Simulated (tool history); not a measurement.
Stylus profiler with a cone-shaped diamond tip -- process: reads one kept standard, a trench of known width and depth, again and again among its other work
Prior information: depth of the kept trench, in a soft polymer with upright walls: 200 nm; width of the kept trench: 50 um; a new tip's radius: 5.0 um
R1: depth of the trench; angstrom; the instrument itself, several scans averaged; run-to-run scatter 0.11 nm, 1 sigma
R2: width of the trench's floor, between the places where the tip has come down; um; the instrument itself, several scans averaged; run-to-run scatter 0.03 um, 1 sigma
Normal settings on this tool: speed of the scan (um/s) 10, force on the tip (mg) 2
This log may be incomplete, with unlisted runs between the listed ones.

{"run": 1, "hour": 0.0, "speed of the scan (um/s)": 10, "force on the tip (mg)": 2, "R1": 2029.4, "R2": 47.19}
{"run": 2, "hour": 32.3, "speed of the scan (um/s)": 27, "force on the tip (mg)": 2, "R1": 2027.4, "R2": 47.13}
{"run": 3, "hour": 78.2, "speed of the scan (um/s)": 10, "force on the tip (mg)": 4.62, "R1": 2047.9, "R2": 47.11}
{"run": 4, "hour": 121.4, "speed of the scan (um/s)": 10, "force on the tip (mg)": 4.62, "R1": 2049.3, "R2": 47.18}
{"run": 5, "hour": 153.2, "speed of the scan (um/s)": 10, "force on the tip (mg)": 4.62, "R1": 2049.6, "R2": 47.15}
{"run": 6, "hour": 180.6, "speed of the scan (um/s)": 10, "force on the tip (mg)": 2, "R1": 2026.6, "R2": 47.18}
{"run": 7, "hour": 210.3, "speed of the scan (um/s)": 10, "force on the tip (mg)": 2, "R1": 2028.7, "R2": 47.17}
{"run": 8, "hour": 249.7, "speed of the scan (um/s)": 10, "force on the tip (mg)": 5.04, "R1": 2052.1, "R2": 47.22}
{"run": 9, "hour": 280.9, "speed of the scan (um/s)": 10, "force on the tip (mg)": 5.04, "R1": 2052.3, "R2": 47.14}
{"run": 10, "hour": 331.1, "speed of the scan (um/s)": 33, "force on the tip (mg)": 5.04, "R1": 2051.3, "R2": 47.18}
{"run": 11, "hour": 367.3, "speed of the scan (um/s)": 33, "force on the tip (mg)": 5.04, "R1": 2051.3, "R2": 47.18}
{"run": 12, "hour": 411.2, "speed of the scan (um/s)": 33, "force on the tip (mg)": 5.04, "R1": 2051, "R2": 47.11}
{"run": 13, "hour": 456.0, "speed of the scan (um/s)": 33, "force on the tip (mg)": 5.04, "R1": 2052.3, "R2": 47.2}
{"run": 14, "hour": 492.6, "speed of the scan (um/s)": 33, "force on the tip (mg)": 1.51, "R1": 2022.5, "R2": 47.1}
{"run": 15, "hour": 532.0, "speed of the scan (um/s)": 33, "force on the tip (mg)": 1.51, "R1": 2024.1, "R2": 47.11}
{"run": 16, "hour": 558.7, "speed of the scan (um/s)": 33, "force on the tip (mg)": 1.51, "R1": 2022.1, "R2": 47.08}
{"run": 17, "hour": 590.8, "speed of the scan (um/s)": 33, "force on the tip (mg)": 1.51, "R1": 2021.7, "R2": 47.07}
{"run": 18, "hour": 616.4, "speed of the scan (um/s)": 33, "force on the tip (mg)": 1.51, "R1": 2023.1, "R2": 47.16}
{"run": 19, "hour": 672.3, "speed of the scan (um/s)": 10, "force on the tip (mg)": 4.36, "R1": 2047.2, "R2": 47.23}
{"run": 20, "hour": 714.7, "speed of the scan (um/s)": 10, "force on the tip (mg)": 2.79, "R1": 2036.9, "R2": 47.19}
{"run": 21, "hour": 738.8, "speed of the scan (um/s)": 22, "force on the tip (mg)": 2, "R1": 2027.9, "R2": 47.19}
{"run": 22, "hour": 793.5, "speed of the scan (um/s)": 10, "force on the tip (mg)": 2, "R1": 2027.5, "R2": 47.14}
{"run": 23, "hour": 833.4, "speed of the scan (um/s)": 10, "force on the tip (mg)": 2, "R1": 2027.6, "R2": 47.16}
{"run": 24, "hour": 890.4, "speed of the scan (um/s)": 3, "force on the tip (mg)": 1.3, "R1": 2021.6, "R2": 47.2}
{"run": 25, "hour": 947.5, "speed of the scan (um/s)": 40, "force on the tip (mg)": 1.8, "R1": 2025.2, "R2": 47.09}
{"run": 26, "hour": 993.3, "speed of the scan (um/s)": 5, "force on the tip (mg)": 2.99, "R1": 2036.9, "R2": 47.18}
{"run": 27, "hour": 1037.6, "speed of the scan (um/s)": 5, "force on the tip (mg)": 2.99, "R1": 2035.8, "R2": 47.15}
{"run": 28, "hour": 1093.3, "speed of the scan (um/s)": 16, "force on the tip (mg)": 2.99, "R1": 2038.6, "R2": 47.16}
{"run": 29, "hour": 1125.9, "speed of the scan (um/s)": 16, "force on the tip (mg)": 2.99, "R1": 2038.5, "R2": 47.22}
{"run": 30, "hour": 1153.1, "speed of the scan (um/s)": 16, "force on the tip (mg)": 2.99, "R1": 2037.4, "R2": 47.11}
{"run": 31, "hour": 1193.6, "speed of the scan (um/s)": 16, "force on the tip (mg)": 2.99, "R1": 2037.3, "R2": 47.16}
{"run": 32, "hour": 1234.6, "speed of the scan (um/s)": 5, "force on the tip (mg)": 0.7, "R1": 2015.1, "R2": 47.15}
{"run": 33, "hour": 1269.4, "speed of the scan (um/s)": 9, "force on the tip (mg)": 3.09, "R1": 2037.6, "R2": 47.21}
{"run": 34, "hour": 1326.9, "speed of the scan (um/s)": 7, "force on the tip (mg)": 1.44, "R1": 2019.2, "R2": 47.2}
{"run": 35, "hour": 1360.8, "speed of the scan (um/s)": 10, "force on the tip (mg)": 0.79, "R1": 2014.9, "R2": 47.17}
{"run": 36, "hour": 1397.8, "speed of the scan (um/s)": 8, "force on the tip (mg)": 1, "R1": 2017.7, "R2": 47.17}
{"run": 37, "hour": 1424.1, "speed of the scan (um/s)": 6, "force on the tip (mg)": 2.98, "R1": 2037.1, "R2": 47.19}
{"run": 38, "hour": 1450.6, "speed of the scan (um/s)": 30, "force on the tip (mg)": 0.89, "R1": 2015.6, "R2": 47.13}
{"run": 39, "hour": 1485.4, "speed of the scan (um/s)": 3, "force on the tip (mg)": 2.26, "R1": 2031, "R2": 47.2}
{"run": 40, "hour": 1541.6, "speed of the scan (um/s)": 6, "force on the tip (mg)": 0.81, "R1": 2015.8, "R2": 47.19}
{"run": 41, "hour": 1582.6, "speed of the scan (um/s)": 10, "force on the tip (mg)": 2.04, "R1": 2031.6, "R2": 47.16}
{"run": 42, "hour": 1640.4, "speed of the scan (um/s)": 10, "force on the tip (mg)": 2.04, "R1": 2031.2, "R2": 47.13}
{"run": 43, "hour": 1684.9, "speed of the scan (um/s)": 3, "force on the tip (mg)": 2.04, "R1": 2029.7, "R2": 47.16}
{"run": 44, "hour": 1735.4, "speed of the scan (um/s)": 10, "force on the tip (mg)": 2.75, "R1": 2035.3, "R2": 47.16}

Below are 5 alternative next runs, each starting from the tool's condition after run 44. Predict each:
{"run": "A", "hour": 1765.5, "speed of the scan (um/s)": 8, "force on the tip (mg)": 3.19, "R1": "?", "R2": "?"}
{"run": "B", "hour": 1765.5, "speed of the scan (um/s)": 26, "force on the tip (mg)": 0.67, "R1": "?", "R2": "?"}
{"run": "C", "hour": 1765.5, "speed of the scan (um/s)": 10, "force on the tip (mg)": 3.18, "R1": "?", "R2": "?"}
{"run": "D", "hour": 1765.5, "speed of the scan (um/s)": 10, "force on the tip (mg)": 3.07, "R1": "?", "R2": "?"}
{"run": "E", "hour": 1765.5, "speed of the scan (um/s)": 4, "force on the tip (mg)": 2.75, "R1": "?", "R2": "?"}

run=A R1=2038.3 R2=47.21
run=B R1=2012.7 R2=47.06
run=C R1=2039.4 R2=47.15
run=D R1=2037.7 R2=47.19
run=E R1=2033.2 R2=47.13
The same runs, with their run-to-run variation unchanged, on a tool lacking any hidden condition would have given:
run=A R1=2038.4 R2=47.22
run=B R1=2012.8 R2=47.08
run=C R1=2039.5 R2=47.17
run=D R1=2037.8 R2=47.21
run=E R1=2033.4 R2=47.14

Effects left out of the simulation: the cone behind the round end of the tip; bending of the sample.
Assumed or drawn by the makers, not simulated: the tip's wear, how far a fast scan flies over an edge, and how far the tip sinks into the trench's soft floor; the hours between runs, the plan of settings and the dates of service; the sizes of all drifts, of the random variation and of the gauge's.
